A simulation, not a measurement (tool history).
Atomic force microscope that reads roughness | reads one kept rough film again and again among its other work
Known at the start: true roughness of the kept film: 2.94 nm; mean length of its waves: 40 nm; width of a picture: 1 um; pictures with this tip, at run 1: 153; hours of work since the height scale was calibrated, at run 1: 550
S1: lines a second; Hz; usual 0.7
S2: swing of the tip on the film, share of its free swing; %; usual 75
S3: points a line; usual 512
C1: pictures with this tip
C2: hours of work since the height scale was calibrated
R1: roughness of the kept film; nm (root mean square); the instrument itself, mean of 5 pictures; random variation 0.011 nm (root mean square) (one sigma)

run 1 hour=0 | S1=0.7 S2=75 S3=512 | C1=153 C2=550 | R1=2.476
-- hour=28.5 new tip fitted
run 2 hour=44.7 | S1=0.7 S2=75 S3=512 | C1=24 C2=569 | R1=2.633
run 3 hour=76.6 | S1=0.7 S2=75 S3=512 | C1=70 C2=583 | R1=2.577
run 4 hour=103.5 | S1=0.7 S2=75 S3=512 | C1=110 C2=595 | R1=2.552
run 5 hour=143.8 | S1=0.7 S2=80 S3=512 | C1=169 C2=613 | R1=2.413
-- hour=160.2 new tip fitted
run 6 hour=204 | S1=0.7 S2=80 S3=512 | C1=65 C2=639 | R1=2.532
run 7 hour=254.4 | S1=0.7 S2=75 S3=512 | C1=138 C2=661 | R1=2.501
run 8 hour=283.9 | S1=0.7 S2=75 S3=512 | C1=182 C2=674 | R1=2.448
-- hour=289.7 new tip fitted
run 9 hour=333.6 | S1=0.7 S2=75 S3=512 | C1=64 C2=696 | R1=2.59
run 10 hour=379.2 | S1=0.7 S2=75 S3=512 | C1=131 C2=716 | R1=2.503
-- hour=422.7 new tip fitted
run 11 hour=423.2 | S1=0.7 S2=75 S3=810 | C1=1 C2=735 | R1=2.68
run 12 hour=461.9 | S1=0.7 S2=75 S3=810 | C1=57 C2=752 | R1=2.595
run 13 hour=509.1 | S1=0.7 S2=58 S3=512 | C1=127 C2=773 | R1=2.583
-- hour=551.8 new tip fitted
run 14 hour=556.4 | S1=0.7 S2=58 S3=512 | C1=6 C2=794 | R1=2.769
run 15 hour=585.8 | S1=0.7 S2=58 S3=512 | C1=49 C2=806 | R1=2.677
run 16 hour=650.6 | S1=0.7 S2=75 S3=512 | C1=145 C2=835 | R1=2.507
-- hour=682.2 new tip fitted
run 17 hour=691.7 | S1=0.7 S2=75 S3=512 | C1=14 C2=853 | R1=2.668
run 18 hour=718.9 | S1=0.7 S2=75 S3=512 | C1=54 C2=865 | R1=2.61
run 19 hour=767.5 | S1=1.403 S2=75 S3=512 | C1=125 C2=886 | R1=2.387
run 20 hour=798.3 | S1=1.403 S2=75 S3=512 | C1=171 C2=900 | R1=2.357
-- hour=812.1 new tip fitted
run 21 hour=852.1 | S1=0.864 S2=55 S3=856 | C1=59 C2=923 | R1=2.694
run 22 hour=881.6 | S1=0.864 S2=55 S3=856 | C1=102 C2=936 | R1=2.615
run 23 hour=911.8 | S1=0.685 S2=55 S3=830 | C1=146 C2=950 | R1=2.568
-- hour=941.8 new tip fitted
run 24 hour=941.8 | S1=0.685 S2=55 S3=830 | C1=0 C2=963 | R1=2.782
-- hour=947.9 height scale calibrated on a step standard
run 25 hour=991.6 | S1=2.074 S2=55 S3=1015 | C1=71 C2=19 | R1=2.61
run 26 hour=1030.2 | S1=2.074 S2=75 S3=286 | C1=128 C2=36 | R1=2.315
-- hour=1072.5 new tip fitted
run 27 hour=1075.5 | S1=2.94 S2=89 S3=512 | C1=5 C2=56 | R1=2.045
run 28 hour=1133.7 | S1=1.304 S2=70 S3=806 | C1=90 C2=82 | R1=2.517
run 29 hour=1187.4 | S1=1.304 S2=61 S3=904 | C1=169 C2=105 | R1=2.485
-- hour=1202.7 new tip fitted
run 30 hour=1222.6 | S1=1.304 S2=61 S3=904 | C1=30 C2=121 | R1=2.663
-- hour=1252.3 height scale calibrated on a step standard, once more
run 31 hour=1258.2 | S1=2.383 S2=81 S3=838 | C1=80 C2=3 | R1=2.215
run 32 hour=1316.1 | S1=3.779 S2=71 S3=591 | C1=165 C2=28 | R1=2.142
-- hour=1331.8 new tip fitted
run 33 hour=1354.1 | S1=3.779 S2=71 S3=409 | C1=32 C2=45 | R1=2.286
run 34 hour=1409.9 | S1=0.7 S2=75 S3=818 | C1=114 C2=69 | R1=2.543
-- hour=1461.2 new tip fitted
run 35 hour=1461.2 | S1=0.7 S2=75 S3=818 | C1=0 C2=92 | R1=2.664

Forecast each of these 3 alternatives for the next run:
run A hour=1499 | S1=3.217 S2=80 S3=512 | C1=55 C2=108 | R1=?
run B hour=1499 | S1=0.7 S2=59 S3=512 | C1=55 C2=108 | R1=?
run C hour=1499 | S1=0.7 S2=61 S3=818 | C1=55 C2=108 | R1=?

run=A R1=2.15
run=B R1=2.676
run=C R1=2.671
Without the tool's hidden state the same runs would have given:
run=A R1=2.21
run=B R1=2.751
run=C R1=2.745
